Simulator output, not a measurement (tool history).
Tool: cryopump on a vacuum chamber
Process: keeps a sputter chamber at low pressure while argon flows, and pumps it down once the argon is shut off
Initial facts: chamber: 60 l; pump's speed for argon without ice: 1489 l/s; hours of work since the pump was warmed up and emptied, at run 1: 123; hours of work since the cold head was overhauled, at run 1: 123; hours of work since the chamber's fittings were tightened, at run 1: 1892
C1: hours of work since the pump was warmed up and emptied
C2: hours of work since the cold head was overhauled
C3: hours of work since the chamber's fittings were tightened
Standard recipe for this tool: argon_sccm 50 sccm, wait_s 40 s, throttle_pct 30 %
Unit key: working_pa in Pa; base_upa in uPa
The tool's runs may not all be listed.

run 1 hour=0 | argon_sccm=50 wait_s=40 throttle_pct=30 | C1=123 C2=123 C3=1892 | working_pa=0.1909 base_upa=3.26
run 2 hour=14.9 | argon_sccm=50 wait_s=40 throttle_pct=30 | C1=135 C2=135 C3=1904 | working_pa=0.1933 base_upa=3.39
run 3 hour=28.8 | argon_sccm=50 wait_s=40 throttle_pct=30 | C1=146 C2=146 C3=1915 | working_pa=0.1926 base_upa=3.35
run 4 hour=46.7 | argon_sccm=50 wait_s=40 throttle_pct=30 | C1=160 C2=160 C3=1929 | working_pa=0.1932 base_upa=3.39
-- hour=57.5 leaking fittings of the chamber tightened, without venting
run 5 hour=65.5 | argon_sccm=50 wait_s=40 throttle_pct=30 | C1=173 C2=173 C3=6 | working_pa=0.1917 base_upa=2.49
run 6 hour=76.5 | argon_sccm=50 wait_s=40 throttle_pct=29 | C1=182 C2=182 C3=15 | working_pa=0.1997 base_upa=2.33
run 7 hour=86 | argon_sccm=50 wait_s=40 throttle_pct=18 | C1=189 C2=189 C3=22 | working_pa=0.3202 base_upa=2.4
run 8 hour=103.4 | argon_sccm=50 wait_s=40 throttle_pct=18 | C1=203 C2=203 C3=36 | working_pa=0.3211 base_upa=2.44
run 9 hour=113.3 | argon_sccm=50 wait_s=40 throttle_pct=18 | C1=211 C2=211 C3=44 | working_pa=0.3213 base_upa=2.4
run 10 hour=132.5 | argon_sccm=50 wait_s=40 throttle_pct=59 | C1=226 C2=226 C3=59 | working_pa=0.1016 base_upa=2.35
run 11 hour=144 | argon_sccm=50 wait_s=40 throttle_pct=30 | C1=235 C2=235 C3=68 | working_pa=0.1945 base_upa=2.49
run 12 hour=165 | argon_sccm=50 wait_s=40 throttle_pct=30 | C1=252 C2=252 C3=85 | working_pa=0.1949 base_upa=2.49
run 13 hour=184.4 | argon_sccm=50 wait_s=40 throttle_pct=30 | C1=267 C2=267 C3=100 | working_pa=0.1946 base_upa=2.41
run 14 hour=199.3 | argon_sccm=50 wait_s=40 throttle_pct=30 | C1=279 C2=279 C3=112 | working_pa=0.1971 base_upa=2.51
run 15 hour=221 | argon_sccm=50 wait_s=40 throttle_pct=30 | C1=296 C2=296 C3=129 | working_pa=0.1966 base_upa=2.48
run 16 hour=237.4 | argon_sccm=50 wait_s=40 throttle_pct=30 | C1=308 C2=308 C3=141 | working_pa=0.196 base_upa=2.46
run 17 hour=257.9 | argon_sccm=50 wait_s=40 throttle_pct=30 | C1=325 C2=325 C3=158 | working_pa=0.1978 base_upa=2.56
run 18 hour=276.5 | argon_sccm=50 wait_s=40 throttle_pct=30 | C1=339 C2=339 C3=172 | working_pa=0.1991 base_upa=2.52
run 19 hour=296.4 | argon_sccm=39 wait_s=66 throttle_pct=56 | C1=355 C2=355 C3=188 | working_pa=0.0857 base_upa=1.67
run 20 hour=310.6 | argon_sccm=39 wait_s=66 throttle_pct=56 | C1=366 C2=366 C3=199 | working_pa=0.0848 base_upa=1.72
run 21 hour=319.9 | argon_sccm=39 wait_s=66 throttle_pct=56 | C1=373 C2=373 C3=206 | working_pa=0.0866 base_upa=1.64
run 22 hour=334.8 | argon_sccm=27 wait_s=40 throttle_pct=24 | C1=385 C2=385 C3=218 | working_pa=0.1334 base_upa=2.57

Estimate the outcome of run 23 from the log above:
run 23 hour=351.6 | argon_sccm=27 wait_s=40 throttle_pct=24 | C1=398 C2=398 C3=231 | working_pa=? base_upa=?

Logged for run 23: working_pa 0.1325 Pa, base_upa 2.54 uPa.
On a tool with no hidden condition, and with the same random variation, this run would have come out at working_pa 0.1272 Pa, base_upa 2.34 uPa.
